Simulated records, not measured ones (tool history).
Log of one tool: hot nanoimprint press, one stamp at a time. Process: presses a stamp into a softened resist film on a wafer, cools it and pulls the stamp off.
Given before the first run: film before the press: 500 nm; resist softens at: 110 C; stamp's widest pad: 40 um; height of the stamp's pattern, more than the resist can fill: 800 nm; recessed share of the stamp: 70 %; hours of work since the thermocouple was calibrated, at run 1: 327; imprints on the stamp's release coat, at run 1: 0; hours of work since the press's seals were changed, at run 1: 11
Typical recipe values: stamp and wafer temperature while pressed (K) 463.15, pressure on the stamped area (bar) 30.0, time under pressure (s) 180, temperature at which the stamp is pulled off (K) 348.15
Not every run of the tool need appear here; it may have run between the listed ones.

run	hour	stamp and wafer temperature while pressed (K)	pressure on the stamped area (bar)	time under pressure (s)	temperature at which the stamp is pulled off (K)	hours of work since the thermocouple was calibrated	imprints on the stamp's release coat	hours of work since the press's seals were changed	resist left under the stamp's widest pad (Å)	greatest force while the stamp is pulled off (N)
1	0.0	463.15	30.0	180	348.15	327	0	11	2404	114
2	17.5	463.15	30.0	180	348.15	335	33	19	2417	117
# hour 35.9: plate thermocouple calibrated
3	54.2	463.15	30.0	180	348.15	8	98	35	2508	119
4	87.9	463.15	30.0	180	348.15	24	162	50	2483	123
5	115.6	463.15	30.0	180	348.15	36	215	63	2521	123
6	141.2	462.15	30.0	180	348.15	48	264	75	2634	121
7	175.2	462.15	30.0	180	348.15	64	330	90	2634	127
8	192.4	463.15	30.0	144	348.15	72	362	98	2703	125
9	226.6	463.15	31.3	180	348.15	87	428	114	2460	123
10	245.9	463.15	31.3	180	348.15	96	465	123	2439	126
11	265.1	463.15	31.3	180	348.15	105	502	131	2438	131
# hour 292.9: stamp cleaned and given a new release coat
12	293.9	463.15	31.3	180	348.15	115	3	142	2481	118
13	319.0	463.15	31.3	180	348.15	127	50	153	2432	123
14	345.5	463.15	31.3	180	348.15	139	101	165	2416	120
15	365.4	463.15	30.0	180	348.15	148	139	174	2485	119
16	388.4	463.15	30.0	180	348.15	159	184	185	2491	121
17	407.3	463.15	30.0	180	348.15	167	220	194	2458	124
18	432.1	463.15	30.0	180	348.15	179	267	205	2469	124
19	446.7	457.15	18.1	232	344.15	185	295	212	3529	127
20	470.4	455.15	30.0	180	339.15	196	341	223	3403	134
21	489.8	456.15	30.0	180	336.15	205	378	231	3323	143
22	505.3	452.15	44.3	180	348.15	212	408	239	3351	128
23	533.9	455.15	21.8	95	336.15	225	462	252	4208	145
24	562.7	460.15	30.0	180	333.15	238	517	265	2785	146
# hour 581.8: stamp cleaned and given a new release coat
25	590.6	466.15	30.0	305	348.15	248	17	275	1749	115
26	616.2	465.15	41.5	180	348.15	260	66	286	1930	117
27	630.6	463.15	20.8	161	354.15	267	94	293	2922	110
28	649.6	463.15	30.0	180	343.15	275	130	302	2457	121
29	681.8	463.15	18.3	228	340.15	290	192	317	2776	131

Each row is a separate what-if for the run after 29, all from the same tool condition, not one after another. Results?
A	710.8	463.15	18.3	119	341.15	303	248	330	?	?
B	710.8	467.15	38.7	228	356.15	303	248	330	?	?
C	710.8	456.15	18.3	139	340.15	303	248	330	?	?
D	710.8	457.15	45.4	119	348.15	303	248	330	?	?

run	resist left under the stamp's widest pad (Å)	greatest force while the stamp is pulled off (N)
A	3315	130
B	1639	113
C	3918	129
D	3034	121
Had the tool no hidden state, the same runs would have come out as:
run	resist left under the stamp's widest pad (Å)	greatest force while the stamp is pulled off (N)
A	3403	124
B	1689	107
C	3997	122
D	3106	115
